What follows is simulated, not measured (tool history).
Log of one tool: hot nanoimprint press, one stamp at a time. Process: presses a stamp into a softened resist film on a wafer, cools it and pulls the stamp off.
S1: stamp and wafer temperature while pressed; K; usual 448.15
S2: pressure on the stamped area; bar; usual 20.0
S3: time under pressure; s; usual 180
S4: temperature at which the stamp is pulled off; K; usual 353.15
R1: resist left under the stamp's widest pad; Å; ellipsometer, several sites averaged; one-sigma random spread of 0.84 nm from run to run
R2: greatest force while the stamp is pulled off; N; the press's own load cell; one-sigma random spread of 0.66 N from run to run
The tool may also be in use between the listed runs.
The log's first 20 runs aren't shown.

run	hour	S1	S2	S3	S4	R1	R2
21	137.4	454.15	13.2	254	353.15	1403	180.2
22	143.1	448.15	25.7	180	353.15	1614	179.8
23	149.3	448.15	25.7	325	339.15	1251	203.4
24	157.1	448.15	25.7	325	339.15	1249	204.5
25	161.6	448.15	25.7	325	339.15	1268	206.3
26	169.1	448.15	26.7	181	339.15	1559	204.4
# hour 175.7: gauge calibrated
27	175.7	441.15	21.1	181	355.15	2455	174.5
28	182.2	448.15	28.9	320	352.15	1195	179.2
29	186.2	448.15	28.9	320	352.15	1197	179.6
30	192.0	448.15	20.8	244	352.15	1560	178.7

What if the next run were any one of these 4? Each begins from the tool's condition after run 30:
A	201.0	448.15	31.6	260	352.15	?	?
B	201.0	448.15	17.8	180	353.15	?	?
C	201.0	448.15	17.0	311	360.15	?	?
D	201.0	448.15	26.5	101	352.15	?	?

run	R1	R2
A	1238	179.8
B	1871	177.3
C	1569	165.4
D	1955	180.0
Stripped of hidden state, with their random variation kept, the same runs would have yielded:
run	R1	R2
A	1237	179.0
B	1871	176.6
C	1569	164.7
D	1955	179.2
